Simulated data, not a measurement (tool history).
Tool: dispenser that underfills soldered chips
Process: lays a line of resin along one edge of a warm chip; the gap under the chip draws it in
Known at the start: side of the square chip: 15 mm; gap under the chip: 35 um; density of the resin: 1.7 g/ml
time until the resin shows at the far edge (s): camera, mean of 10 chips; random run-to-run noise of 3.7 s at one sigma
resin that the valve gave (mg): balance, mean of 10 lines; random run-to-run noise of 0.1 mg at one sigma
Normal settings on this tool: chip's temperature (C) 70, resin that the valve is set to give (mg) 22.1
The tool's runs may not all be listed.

run,hour,chip's temperature (C),resin that the valve is set to give (mg),time until the resin shows at the far edge (s),resin that the valve gave (mg)
1,0.0,70,22.1,379.4,21.42
2,4.4,70,22.1,457.8,21.38
# hour 7.2: new syringe of resin
3,9.0,70,22.1,414.8,21.14
4,13.0,70,22.1,483.2,21.14
# hour 15.1: new syringe of resin
5,16.9,70,22.1,396.0,21.23
6,19.5,55,22.1,899.3,21.16
7,21.7,70,26.5,474.4,25.46
# hour 22.9: new syringe of resin
8,26.3,70,22.1,421.8,21.00
9,29.8,70,22.9,493.8,21.95
# hour 30.7: new syringe of resin
10,32.9,70,22.9,406.8,21.88
11,37.7,70,22.9,495.8,21.51
# hour 38.4: new syringe of resin
12,42.9,70,25.8,441.1,24.38
# hour 46.0: new syringe of resin
13,47.7,55,22.1,836.0,20.79
14,49.8,70,27.7,439.1,26.27
# hour 53.7: new syringe of resin
15,53.7,70,22.1,368.5,20.91
16,58.1,70,22.1,440.4,20.83
# hour 61.7: new syringe of resin
17,62.5,70,22.1,378.3,20.74
18,66.6,70,24.5,446.9,22.88
# hour 69.4: new syringe of resin
19,70.0,83,19.4,225.1,18.29
20,73.7,83,19.4,262.1,18.08
21,75.8,66,27.4,583.8,25.67
# hour 77.2: new syringe of resin
22,79.9,66,27.4,496.2,25.52
23,83.3,63,22.8,657.4,21.26
# hour 84.8: new syringe of resin
24,87.6,56,22.6,805.0,20.95
25,91.3,71,20.5,466.8,18.97
# hour 92.6: new syringe of resin
26,95.4,71,25.6,377.5,23.59
27,99.0,71,25.6,446.2,23.65
# hour 100.3: new syringe of resin
28,102.8,81,26.5,248.6,24.46
29,105.9,67,23.8,531.2,21.86
# hour 107.9: new syringe of resin
30,109.3,70,23.2,382.0,21.28
# hour 113.8: dispensing valve cleaned and set on the balance
31,114.6,63,26.2,624.8,26.06
# hour 116.9: new syringe of resin
32,117.5,72,22.9,342.1,22.90
33,120.2,65,28.7,522.8,28.77
34,122.9,59,27.9,781.8,27.73
# hour 124.8: new syringe of resin
35,127.6,59,27.9,695.1,27.93

Difference, measured minus no-hidden-state, one row per run. Run-to-run variation is common to both terms; the gauge's own scatter need not be:
The tool's hidden condition here consists of: resin's viscosity, % of fresh resin's; dose that the valve gives, % of what is set; true chip temperature over the reading, C; drift of the gauge itself on fill_s, %; drift of the gauge itself on given_mg, %.
run,time until the resin shows at the far edge (s),resin that the valve gave (mg)
1,+6.4,-0.75
2,+82.3,-0.80
3,+31.0,-0.84
4,+102.9,-0.87
5,+24.7,-0.91
6,+141.5,-0.94
7,+107.7,-1.16
8,+48.8,-1.00
9,+114.8,-1.08
10,+34.0,-1.11
11,+122.5,-1.15
12,+74.6,-1.36
13,+66.9,-1.20
14,+67.0,-1.54
15,-3.4,-1.27
16,+70.2,-1.31
17,+6.2,-1.35
18,+74.8,-1.54
19,+8.9,-1.26
20,+46.0,-1.28
21,+137.1,-1.84
22,+48.6,-1.87
23,+146.1,-1.60
24,+84.8,-1.62
25,+109.1,-1.50
26,+32.1,-1.91
27,+95.3,-1.97
28,+19.9,-2.09
29,+100.5,-1.90
30,+13.2,-1.88
31,+114.1,+0.03
32,+5.8,+0.00
33,+63.2,-0.04
34,+165.3,-0.07
35,+69.8,-0.12
